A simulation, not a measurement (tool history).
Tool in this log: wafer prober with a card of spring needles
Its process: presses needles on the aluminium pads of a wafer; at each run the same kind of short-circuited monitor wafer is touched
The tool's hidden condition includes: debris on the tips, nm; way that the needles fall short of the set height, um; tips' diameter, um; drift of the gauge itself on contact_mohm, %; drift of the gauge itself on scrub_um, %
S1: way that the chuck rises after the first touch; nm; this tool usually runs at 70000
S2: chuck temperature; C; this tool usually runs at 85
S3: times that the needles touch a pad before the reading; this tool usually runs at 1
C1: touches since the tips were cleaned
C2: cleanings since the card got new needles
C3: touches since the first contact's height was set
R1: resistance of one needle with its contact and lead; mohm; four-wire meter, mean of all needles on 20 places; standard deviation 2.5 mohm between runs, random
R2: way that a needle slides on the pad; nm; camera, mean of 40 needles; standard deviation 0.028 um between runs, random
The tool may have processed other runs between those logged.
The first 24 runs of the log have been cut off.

-- day=23.196 tips cleaned on abrasive film
run 25 day=23.196 | S1=71000 S2=32 S3=1 | C1=0 C2=17 C3=149790 | R1=293 R2=14910
run 26 day=24.212 | S1=82000 S2=116 S3=2 | C1=6149 C2=17 C3=155939 | R1=368 R2=17260
-- day=24.679 tips cleaned on abrasive film
run 27 day=24.912 | S1=79000 S2=47 S3=2 | C1=1416 C2=18 C3=160157 | R1=311 R2=16630
-- day=26.096 tips cleaned on abrasive film
run 28 day=26.096 | S1=66000 S2=85 S3=1 | C1=0 C2=19 C3=167295 | R1=318 R2=13830
run 29 day=26.971 | S1=64000 S2=85 S3=1 | C1=5306 C2=19 C3=172601 | R1=490 R2=13400
-- day=27.629 tips cleaned on abrasive film
run 30 day=27.696 | S1=64000 S2=85 S3=1 | C1=386 C2=20 C3=176952 | R1=341 R2=13450
run 31 day=28.858 | S1=64000 S2=85 S3=1 | C1=7431 C2=20 C3=183997 | R1=516 R2=13400
-- day=29.125 tips cleaned on abrasive film
run 32 day=29.942 | S1=83000 S2=48 S3=1 | C1=4945 C2=21 C3=190537 | R1=394 R2=17390
-- day=30.546 tips cleaned on abrasive film
run 33 day=30.796 | S1=83000 S2=43 S3=2 | C1=1505 C2=22 C3=195683 | R1=308 R2=17380
-- day=32.012 tips cleaned on abrasive film
run 34 day=32.067 | S1=62000 S2=56 S3=2 | C1=325 C2=23 C3=203355 | R1=317 R2=12960
run 35 day=33.396 | S1=58000 S2=30 S3=2 | C1=8359 C2=23 C3=211389 | R1=455 R2=12050

Below are 3 alternative next runs, each starting from the tool's condition after run 35. Predict each:
-- day=33.504 tips cleaned on abrasive film
run A day=34.504 | S1=68000 S2=85 S3=1 | C1=6051 C2=24 C3=218092 | R1=? R2=?
-- day=33.504 tips cleaned on abrasive film
run B day=34.504 | S1=52000 S2=46 S3=2 | C1=6051 C2=24 C3=218092 | R1=? R2=?
-- day=33.504 tips cleaned on abrasive film
run C day=34.504 | S1=81000 S2=32 S3=2 | C1=6051 C2=24 C3=218092 | R1=? R2=?

run=A R1=479 R2=14230
run=B R1=493 R2=10810
run=C R1=360 R2=16940
With no hidden state in the tool, these same runs would have given:
run=A R1=293 R2=14460
run=B R1=291 R2=11040
run=C R1=272 R2=17180
